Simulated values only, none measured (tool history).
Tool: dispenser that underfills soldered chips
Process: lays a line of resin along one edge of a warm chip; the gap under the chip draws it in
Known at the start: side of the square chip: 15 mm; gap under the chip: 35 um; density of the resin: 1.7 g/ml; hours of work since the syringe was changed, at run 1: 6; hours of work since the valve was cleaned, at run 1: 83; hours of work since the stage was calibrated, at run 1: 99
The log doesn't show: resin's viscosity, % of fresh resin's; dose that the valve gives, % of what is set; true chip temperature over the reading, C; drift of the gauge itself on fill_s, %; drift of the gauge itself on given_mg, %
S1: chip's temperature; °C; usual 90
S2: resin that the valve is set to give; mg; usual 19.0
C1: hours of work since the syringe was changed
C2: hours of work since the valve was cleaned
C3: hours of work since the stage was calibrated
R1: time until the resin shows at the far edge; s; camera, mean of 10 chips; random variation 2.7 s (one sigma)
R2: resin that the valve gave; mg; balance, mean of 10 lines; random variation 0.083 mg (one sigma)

Run 1, hour 0.0: usual settings; C1 6; C2 83; C3 99. Result: R1 328.0 s, R2 17.89 mg.
At hour 1.6: new syringe of resin.
At hour 3.5: dispensing valve cleaned and set on the balance.
Run 2, hour 10.8: usual settings but S2 22.0 mg; C1 6; C2 6; C3 106. Result: R1 327.6 s, R2 21.85 mg.
At hour 12.7: new syringe of resin.
Run 3, hour 16.6: usual settings but S1 80 °C; C1 3; C2 10; C3 111. Result: R1 414.5 s, R2 18.81 mg.
At hour 22.1: new syringe of resin.
Run 4, hour 28.8: usual settings but S1 98 °C; C1 5; C2 19; C3 120. Result: R1 259.2 s, R2 18.76 mg.
At hour 32.4: new syringe of resin.
Run 5, hour 34.7: usual settings but S1 98 °C; C1 2; C2 23; C3 124. Result: R1 225.9 s, R2 18.69 mg.
At hour 42.4: new syringe of resin.
Run 6, hour 45.7: usual settings but S1 98 °C; C1 2; C2 31; C3 132. Result: R1 229.1 s, R2 18.69 mg.
At hour 52.2: new syringe of resin.
Run 7, hour 53.6: usual settings but S1 98 °C; C1 1; C2 37; C3 138. Result: R1 220.7 s, R2 18.40 mg.
At hour 62.4: new syringe of resin.
Run 8, hour 62.8: usual settings but S1 80 °C; C1 0; C2 44; C3 145. Result: R1 385.8 s, R2 18.36 mg.
At hour 72.1: new syringe of resin.
Run 9, hour 72.5: usual settings but S1 80 °C; C1 0; C2 51; C3 152. Result: R1 387.2 s, R2 18.28 mg.
Run 10, hour 78.0: usual settings but S1 80 °C; C1 5; C2 56; C3 156. Result: R1 450.2 s, R2 18.28 mg.
At hour 81.6: new syringe of resin.
Run 11, hour 89.7: usual settings but S1 80 °C; C1 6; C2 64; C3 165. Result: R1 462.2 s, R2 17.99 mg.
At hour 91.8: new syringe of resin.
At hour 101.9: new syringe of resin.
Run 12, hour 101.9: usual settings but S1 78 °C; C1 0; C2 73; C3 174. Result: R1 405.3 s, R2 18.07 mg.
Run 13, hour 107.1: usual settings but S2 17.0 mg; C1 4; C2 77; C3 178. Result: R1 330.3 s, R2 16.11 mg.
At hour 111.8: new syringe of resin.
At hour 119.0: dispensing valve cleaned and set on the balance.
Run 14, hour 119.4: usual settings but S2 17.0 mg; C1 5; C2 0; C3 186. Result: R1 338.8 s, R2 16.93 mg.
At hour 122.7: new syringe of resin.
Run 15, hour 125.3: usual settings but S2 17.0 mg; C1 2; C2 5; C3 191. Result: R1 300.4 s, R2 16.93 mg.
At hour 132.6: new syringe of resin.
Run 16, hour 133.2: usual settings but S1 86 °C; C1 0; C2 11; C3 197. Result: R1 315.4 s, R2 18.79 mg.
At hour 142.4: new syringe of resin.
Run 17, hour 142.4: usual settings but S1 86 °C; C1 0; C2 17; C3 203. Result: R1 318.9 s, R2 18.77 mg.
Run 18, hour 149.1: usual settings but S1 103 °C, S2 22.5 mg; C1 5; C2 23; C3 209. Result: R1 213.6 s, R2 22.10 mg.
At hour 151.8: new syringe of resin.
Run 19, hour 159.1: usual settings but S2 18.8 mg; C1 6; C2 30; C3 216. Result: R1 336.3 s, R2 18.42 mg.
At hour 161.7: new syringe of resin.
Run 20, hour 168.9: usual settings but S1 99 °C, S2 23.8 mg; C1 6; C2 37; C3 223. Result: R1 244.6 s, R2 23.29 mg.
At hour 171.2: new syringe of resin.
Run 21, hour 177.3: usual settings but S1 87 °C, S2 17.0 mg; C1 5; C2 43; C3 230. Result: R1 373.1 s, R2 16.39 mg.
At hour 181.0: new syringe of resin.
Run 22, hour 189.3: usual settings but S1 95 °C, S2 17.0 mg; C1 6; C2 53; C3 239. Result: R1 305.6 s, R2 16.40 mg.
At hour 190.7: new syringe of resin.
Run 23, hour 199.5: usual settings but S1 95 °C, S2 17.0 mg; C1 7; C2 60; C3 246. Result: R1 308.7 s, R2 16.26 mg.
At hour 200.7: new syringe of resin.
Run 24, hour 204.6: usual settings but S2 23.9 mg; C1 3; C2 64; C3 250. Result: R1 293.2 s, R2 22.81 mg.
At hour 210.5: new syringe of resin.
Run 25, hour 213.1: usual settings but S1 85 °C, S2 24.2 mg; C1 2; C2 70; C3 256. Result: R1 334.8 s, R2 23.16 mg.
At hour 220.1: new syringe of resin.
Run 26, hour 223.7: usual settings but S1 85 °C, S2 24.2 mg; C1 3; C2 78; C3 264. Result: R1 347.6 s, R2 22.80 mg.
At hour 229.5: new syringe of resin.
At hour 234.3: dispensing valve cleaned and set on the balance.
Run 27, hour 235.8: usual settings but S1 85 °C, S2 21.6 mg; C1 4; C2 1; C3 273. Result: R1 377.1 s, R2 21.55 mg.
At hour 240.2: new syringe of resin.
Run 28, hour 241.0: usual settings but S1 85 °C, S2 21.6 mg; C1 1; C2 5; C3 276. Result: R1 337.9 s, R2 21.52 mg.
Run 29, hour 247.5: usual settings but S1 85 °C, S2 21.6 mg; C1 6; C2 10; C3 281. Result: R1 394.2 s, R2 21.46 mg.
At hour 249.7: new syringe of resin.
Run 30, hour 258.0: usual settings but S1 100 °C, S2 18.9 mg; C1 6; C2 18; C3 289. Result: R1 257.3 s, R2 18.70 mg.
At hour 259.2: new syringe of resin.
At hour 268.7: new syringe of resin.
Run 31, hour 268.7: usual settings but S1 100 °C, S2 18.9 mg; C1 0; C2 26; C3 297. Result: R1 204.2 s, R2 18.52 mg.
Run 32, hour 275.6: usual settings but S1 88 °C, S2 23.3 mg; C1 5; C2 31; C3 302. Result: R1 346.9 s, R2 22.69 mg.
At hour 278.7: new syringe of resin.
Run 33, hour 281.7: usual settings but S1 80 °C, S2 18.2 mg; C1 2; C2 35; C3 307. Result: R1 423.4 s, R2 17.80 mg.

Measured less the same run without the tool's hidden state. The same run-to-run variation is in both; the gauge's scatter may not be:
run     R1     R2
  1  +66.7  -1.11
  2  +69.8  -0.12
  3  +45.8  -0.16
  4  +52.5  -0.27
  5  +18.7  -0.31
  6  +24.3  -0.41
  7  +14.0  -0.49
  8  +19.4  -0.57
  9  +22.1  -0.66
 10  +84.2  -0.72
 11  +96.6  -0.84
 12  +18.1  -0.96
 13  +57.2  -0.90
 14  +64.2  -0.04
 15  +26.9  -0.08
 16  +18.3  -0.16
 17  +14.3  -0.25
 18  +42.7  -0.37
 19  +75.0  -0.40
 20  +51.6  -0.62
 21  +71.4  -0.51
 22  +76.9  -0.62
 23  +76.2  -0.71
 24  +37.4  -1.06
 25  +36.2  -1.18
 26  +47.1  -1.31
 27  +72.2  -0.02
 28  +28.3  -0.07
 29  +91.0  -0.14
 30  +62.2  -0.23
 31   +8.9  -0.33
 32  +71.8  -0.50
 33  +56.3  -0.44
